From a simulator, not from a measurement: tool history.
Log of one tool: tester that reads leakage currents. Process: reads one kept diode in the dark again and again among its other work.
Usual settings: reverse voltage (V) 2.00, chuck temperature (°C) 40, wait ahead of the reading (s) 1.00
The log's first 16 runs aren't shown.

run,hour,reverse voltage (V),chuck temperature (°C),wait ahead of the reading (s),current that the tester gives (pA)
17,535.5,2.00,40,1.00,147.90
18,571.6,2.00,26,1.00,43.35
# hour 575.7: chuck's temperature calibrated
19,603.3,5.83,39,1.00,218.60
20,651.7,2.78,47,0.88,320.73
21,681.5,2.78,47,0.88,323.33
22,702.1,3.36,40,1.52,194.15
23,723.8,16.56,20,0.92,67.28
# hour 751.0: chuck's temperature calibrated, once more
24,751.9,7.10,54,4.00,652.22
25,784.5,7.10,54,4.00,651.36
26,826.6,1.36,42,1.04,134.65
27,851.0,1.36,55,1.04,385.49
28,877.8,9.92,40,8.30,237.77
29,920.4,9.92,40,8.30,239.46
30,957.6,3.10,40,8.30,154.78
31,998.3,3.10,50,8.30,354.67
32,1047.7,6.36,27,7.19,66.37
33,1089.9,6.36,27,7.19,67.05
34,1132.3,7.96,57,0.35,874.46

3 ways to go on from here, each from the tool as it stands after run 34. What would each give?
A,1173.1,1.28,57,1.93,?
B,1173.1,7.96,57,1.05,?
C,1173.1,1.84,57,0.35,?

run,current that the tester gives (pA)
A,451.83
B,881.27
C,517.36
Without the tool's hidden state the same runs would have given:
run,current that the tester gives (pA)
A,442.78
B,860.39
C,506.78
